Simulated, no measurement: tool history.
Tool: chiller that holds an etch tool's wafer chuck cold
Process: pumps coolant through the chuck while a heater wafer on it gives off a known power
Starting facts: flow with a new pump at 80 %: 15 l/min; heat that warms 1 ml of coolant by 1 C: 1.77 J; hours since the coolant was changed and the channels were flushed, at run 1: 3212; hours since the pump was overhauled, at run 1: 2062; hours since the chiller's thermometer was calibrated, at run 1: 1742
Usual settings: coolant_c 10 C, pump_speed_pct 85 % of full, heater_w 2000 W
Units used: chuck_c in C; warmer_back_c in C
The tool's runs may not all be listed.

run	hour	coolant_c	pump_speed_pct	heater_w	hours since the coolant was changed and the channels were flushed	hours since the pump was overhauled	hours since the chiller's thermometer was calibrated	chuck_c	warmer_back_c
1	0	10	85	2000	3212	2062	1742	21.5	4.27
2	47.9	10	85	1005	3260	2110	1790	15.7	2.1
3	84.5	10	85	2000	3296	2147	1826	21.7	4.21
4	110.8	10	85	2000	3323	2173	1852	21.4	4.25
5	151.2	10	85	2000	3363	2213	1893	21.6	4.26
6	191.5	10	85	2304	3403	2254	1933	23.1	4.9
# hour 204.3: coolant changed, channels flushed
7	252	10	85	2304	48	2308	1988	23.2	4.92
8	287	10	85	2304	83	2343	2023	23	4.82
9	322.9	10	85	2304	119	2379	2058	23.3	4.86
10	369.5	10	85	2304	165	2426	2105	23.2	4.86
11	394.7	10	85	2304	190	2451	2130	23.4	4.92
12	445.7	10	85	2304	241	2502	2181	23.2	4.83
13	485.9	10	85	2304	282	2542	2222	23.2	4.88
14	523	10	85	2304	319	2579	2259	23.1	4.87
15	569.5	10	85	2304	365	2626	2305	23.1	4.88
16	609.9	10	85	2304	406	2666	2346	23.3	4.89
17	655.5	10	73	1061	451	2712	2391	16.8	2.69
18	688	18	74	1897	484	2744	2424	30.2	4.74
19	725.7	16	71	1229	521	2782	2461	24.1	3.17
20	773.3	16	71	1229	569	2829	2509	24.1	3.17
21	815.3	14	64	2000	611	2871	2551	28	5.74
22	866.3	8	76	1620	662	2922	2602	18	3.85
23	912.8	20	83	1712	709	2969	2648	30.1	3.78
24	961.1	1	85	1248	757	3017	2697	8.3	2.7
25	988.5	10	93	2000	784	3045	2724	20.7	3.85
26	1040.3	10	94	2000	836	3096	2776	20.7	3.8
27	1070.8	16	85	1225	867	3127	2806	23.2	2.63
28	1117.3	3	60	2000	913	3173	2853	18.1	6.21
29	1159.8	16	72	2222	955	3216	2895	30.3	5.63
30	1198	16	83	2222	994	3254	2934	29	4.86
31	1246.7	10	62	1204	1042	3303	2982	18.6	3.58

Consider 5 possible next runs. They are alternatives, not a sequence: every one starts from the tool as it was left by run 31. What does each give?
A	1280.1	19	80	2000	1076	3336	3016	?	?
B	1280.1	8	62	1204	1076	3336	3016	?	?
C	1280.1	11	72	1558	1076	3336	3016	?	?
D	1280.1	6	72	2045	1076	3336	3016	?	?
E	1280.1	10	66	1743	1076	3336	3016	?	?

run	chuck_c	warmer_back_c
A	31	4.57
B	16.7	3.65
C	21.1	4.02
D	19.4	5.2
E	22	4.9
What these runs would have given with no unlogged condition in the tool:
run	chuck_c	warmer_back_c
A	30.9	4.56
B	16.7	3.64
C	21.1	4.01
D	19.4	5.18
E	22	4.88
